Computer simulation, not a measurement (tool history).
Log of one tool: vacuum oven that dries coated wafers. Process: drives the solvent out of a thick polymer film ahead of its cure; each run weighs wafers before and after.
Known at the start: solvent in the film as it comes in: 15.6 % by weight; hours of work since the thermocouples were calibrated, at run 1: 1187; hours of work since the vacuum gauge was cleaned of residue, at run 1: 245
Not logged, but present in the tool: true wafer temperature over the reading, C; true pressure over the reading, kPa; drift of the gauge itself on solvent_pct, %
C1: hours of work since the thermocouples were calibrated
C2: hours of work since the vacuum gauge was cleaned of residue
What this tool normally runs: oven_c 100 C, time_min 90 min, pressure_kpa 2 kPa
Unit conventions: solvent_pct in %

Run 1, hour 0: usual settings; C1 1187; C2 245. Result: solvent_pct 3.09 %.
Run 2, hour 23.4: usual settings; C1 1199; C2 256. Result: solvent_pct 3.09 %.
Run 3, hour 67.6: usual settings; C1 1221; C2 279. Result: solvent_pct 3.09 %.
Run 4, hour 111: usual settings but pressure_kpa 1.61 kPa; C1 1242; C2 300. Result: solvent_pct 2.67 %.
Run 5, hour 134.8: usual settings but pressure_kpa 1.61 kPa; C1 1254; C2 312. Result: solvent_pct 2.64 %.
Run 6, hour 166.2: usual settings but pressure_kpa 1.61 kPa; C1 1270; C2 328. Result: solvent_pct 2.67 %.
Run 7, hour 195.5: usual settings; C1 1285; C2 343. Result: solvent_pct 3.08 %.
Run 8, hour 218.5: usual settings; C1 1296; C2 354. Result: solvent_pct 3.09 %.
Run 9, hour 245.6: usual settings; C1 1310; C2 368. Result: solvent_pct 3.07 %.
Run 10, hour 270.6: usual settings; C1 1322; C2 380. Result: solvent_pct 3.09 %.
Run 11, hour 296: usual settings; C1 1335; C2 393. Result: solvent_pct 3.05 %.
Run 12, hour 340.8: usual settings; C1 1357; C2 415. Result: solvent_pct 3.08 %.
Run 13, hour 372.2: usual settings; C1 1373; C2 431. Result: solvent_pct 3.1 %.
Run 14, hour 403.8: usual settings; C1 1389; C2 447. Result: solvent_pct 3.07 %.
Run 15, hour 431.5: usual settings; C1 1403; C2 461. Result: solvent_pct 3.1 %.
Run 16, hour 469.1: usual settings but time_min 145 min; C1 1422; C2 480. Result: solvent_pct 2.52 %.
Run 17, hour 512.2: usual settings but time_min 145 min; C1 1443; C2 501. Result: solvent_pct 2.53 %.
Run 18, hour 548.4: usual settings but time_min 56 min; C1 1461; C2 519. Result: solvent_pct 4.33 %.
Run 19, hour 601.1: usual settings but time_min 56 min; C1 1488; C2 546. Result: solvent_pct 4.32 %.
Run 20, hour 632.6: usual settings but time_min 59 min; C1 1504; C2 561. Result: solvent_pct 4.14 %.
Run 21, hour 668.2: usual settings but time_min 89 min; C1 1521; C2 579. Result: solvent_pct 3.1 %.
Run 22, hour 698: usual settings but time_min 89 min; C1 1536; C2 594. Result: solvent_pct 3.12 %.
Run 23, hour 720: usual settings but time_min 89 min; C1 1547; C2 605. Result: solvent_pct 3.12 %.
Run 24, hour 747.7: usual settings but pressure_kpa 5.72 kPa; C1 1561; C2 619. Result: solvent_pct 7.19 %.
Run 25, hour 778.1: usual settings but time_min 81 min, pressure_kpa 3.73 kPa; C1 1576; C2 634. Result: solvent_pct 5.15 %.
Run 26, hour 831.9: usual settings but time_min 81 min, pressure_kpa 3.73 kPa; C1 1603; C2 661. Result: solvent_pct 5.19 %.
Run 27, hour 881: usual settings but time_min 81 min, pressure_kpa 3.73 kPa; C1 1628; C2 686. Result: solvent_pct 5.16 %.
Run 28, hour 930.7: usual settings but time_min 81 min, pressure_kpa 3.73 kPa; C1 1653; C2 711. Result: solvent_pct 5.18 %.
At hour 941.3: oven's thermocouples calibrated.
Run 29, hour 962.6: usual settings but oven_c 111 C, time_min 81 min, pressure_kpa 1.66 kPa; C1 11; C2 726. Result: solvent_pct 1.69 %.
Run 30, hour 1015.1: usual settings but oven_c 111 C, time_min 81 min, pressure_kpa 1.66 kPa; C1 37; C2 752. Result: solvent_pct 1.71 %.
Run 31, hour 1065.3: usual settings but oven_c 111 C, time_min 81 min, pressure_kpa 1.66 kPa; C1 62; C2 777. Result: solvent_pct 1.7 %.
Run 32, hour 1092.5: usual settings but oven_c 94 C, time_min 119 min; C1 76; C2 791. Result: solvent_pct 4.14 %.
Run 33, hour 1139.4: usual settings but time_min 148 min; C1 99; C2 814. Result: solvent_pct 2.79 %.
Run 34, hour 1186.7: usual settings but pressure_kpa 3.09 kPa; C1 123; C2 838. Result: solvent_pct 4.73 %.
Run 35, hour 1234.2: usual settings but time_min 61 min, pressure_kpa 1.05 kPa; C1 147; C2 862. Result: solvent_pct 3.54 %.
Run 36, hour 1269.3: usual settings but oven_c 110 C, time_min 129 min, pressure_kpa 1.47 kPa; C1 164; C2 879. Result: solvent_pct 1.42 %.
Run 37, hour 1300.2: usual settings but oven_c 95 C, time_min 129 min, pressure_kpa 4.32 kPa; C1 180; C2 895. Result: solvent_pct 7.05 %.
Run 38, hour 1335.1: usual settings but oven_c 95 C, time_min 129 min, pressure_kpa 4.32 kPa; C1 197; C2 912. Result: solvent_pct 7.03 %.
Run 39, hour 1364.1: usual settings but oven_c 95 C, time_min 129 min, pressure_kpa 3.51 kPa; C1 212; C2 927. Result: solvent_pct 5.87 %.
Run 40, hour 1403.1: usual settings but oven_c 95 C, time_min 129 min, pressure_kpa 3.51 kPa; C1 231; C2 946. Result: solvent_pct 5.91 %.
Run 41, hour 1444.5: usual settings but oven_c 98 C, time_min 157 min, pressure_kpa 3.6 kPa; C1 252; C2 967. Result: solvent_pct 5.11 %.
Run 42, hour 1488.2: usual settings but oven_c 98 C, time_min 157 min, pressure_kpa 3.6 kPa; C1 274; C2 989. Result: solvent_pct 5.1 %.
Run 43, hour 1540.6: usual settings but oven_c 98 C, time_min 56 min, pressure_kpa 3.6 kPa; C1 300; C2 1015. Result: solvent_pct 7.06 %.
Run 44, hour 1569.4: usual settings but oven_c 111 C, time_min 154 min, pressure_kpa 3.86 kPa; C1 315; C2 1030. Result: solvent_pct 3.35 %.
Run 45, hour 1614.3: usual settings but oven_c 111 C, time_min 154 min, pressure_kpa 3.86 kPa; C1 337; C2 1052. Result: solvent_pct 3.36 %.
Run 46, hour 1652.1: usual settings but oven_c 111 C, time_min 154 min, pressure_kpa 3.86 kPa; C1 356; C2 1071. Result: solvent_pct 3.35 %.
Run 47, hour 1677.8: usual settings but oven_c 111 C, time_min 78 min, pressure_kpa 1.32 kPa; C1 369; C2 1084. Result: solvent_pct 1.46 %.

A few steps of solvent_pct between consecutive runs. Split each: what settings, incoming material and random variation would produce without the hidden state, and what is left over for the hidden state, along with gauge scatter present in only one of the two compared results (measured, and without hidden state):
Run 17 -> 18: time_min 145 -> 56. solvent_pct +1.8 %: hidden state -0.23, all else +2.03.
Run 23 -> 24: time_min 89 -> 90, pressure_kpa 2 -> 5.72. solvent_pct +4.07 %: hidden state -0.2, all else +4.27.
Run 28 -> 29: oven_c 100 -> 111, pressure_kpa 3.73 -> 1.66, oven's thermocouples calibrated. solvent_pct -3.49 %: hidden state +0.45, all else -3.94.
Run 36 -> 37: oven_c 110 -> 95, pressure_kpa 1.47 -> 4.32. solvent_pct +5.63 %: hidden state +0.06, all else +5.57.
Run 43 -> 44: oven_c 98 -> 111, time_min 56 -> 154, pressure_kpa 3.6 -> 3.86. solvent_pct -3.71 %: hidden state -0.02, all else -3.69.
